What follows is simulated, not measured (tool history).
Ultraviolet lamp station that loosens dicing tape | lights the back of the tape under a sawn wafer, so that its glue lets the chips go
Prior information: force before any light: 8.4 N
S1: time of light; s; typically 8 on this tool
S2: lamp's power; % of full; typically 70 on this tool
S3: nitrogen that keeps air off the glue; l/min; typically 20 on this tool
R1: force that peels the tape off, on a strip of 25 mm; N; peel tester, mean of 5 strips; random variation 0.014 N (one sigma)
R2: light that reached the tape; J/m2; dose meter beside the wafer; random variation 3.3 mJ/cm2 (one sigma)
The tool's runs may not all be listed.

run 1 hour=0 | S1=8 S2=70 S3=20 | R1=0.946 R2=4400
run 2 hour=15.3 | S1=9 S2=70 S3=20 | R1=0.745 R2=4910
run 3 hour=24.8 | S1=10 S2=70 S3=20 | R1=0.609 R2=5380
run 4 hour=35.2 | S1=4 S2=70 S3=20 | R1=2.704 R2=2130
run 5 hour=53 | S1=4 S2=70 S3=20 | R1=2.87 R2=2060
run 6 hour=65 | S1=8 S2=70 S3=7 | R1=1.615 R2=4170
run 7 hour=80.9 | S1=4 S2=70 S3=7 | R1=3.785 R2=2080
run 8 hour=91.5 | S1=4 S2=70 S3=7 | R1=3.939 R2=2040
run 9 hour=106.5 | S1=4 S2=70 S3=7 | R1=3.794 R2=1980
run 10 hour=114.5 | S1=4 S2=70 S3=7 | R1=3.924 R2=2000
run 11 hour=125.8 | S1=4 S2=70 S3=7 | R1=3.954 R2=1980
run 12 hour=134 | S1=11 S2=93 S3=38 | R1=0.243 R2=7250
run 13 hour=151.5 | S1=11 S2=99 S3=14 | R1=0.333 R2=7600
run 14 hour=164.9 | S1=11 S2=99 S3=14 | R1=0.352 R2=7570
run 15 hour=182.2 | S1=9 S2=86 S3=28 | R1=0.537 R2=5290
run 16 hour=194.1 | S1=12 S2=86 S3=28 | R1=0.28 R2=6940
run 17 hour=211.9 | S1=15 S2=70 S3=16 | R1=0.376 R2=7040
-- hour=213.8 window cleaned of glue's vapour
run 18 hour=220.9 | S1=8 S2=63 S3=22 | R1=1.156 R2=3890
run 19 hour=231.3 | S1=12 S2=63 S3=39 | R1=0.373 R2=5720
run 20 hour=240.6 | S1=8 S2=71 S3=16 | R1=1.087 R2=4270
run 21 hour=249 | S1=8 S2=63 S3=20 | R1=1.262 R2=3770

Forecast each of these 3 alternatives for the next run:
run A hour=265.8 | S1=8 S2=77 S3=9 | R1=? R2=?
run B hour=265.8 | S1=16 S2=70 S3=20 | R1=? R2=?
run C hour=265.8 | S1=8 S2=84 S3=20 | R1=? R2=?

run=A R1=1.315 R2=4560
run=B R1=0.239 R2=8220
run=C R1=0.741 R2=4940
With the hidden condition removed and each run's random variation left untouched, the same runs would have given:
run=A R1=0.857 R2=5720
run=B R1=0.172 R2=10310
run=C R1=0.447 R2=6200
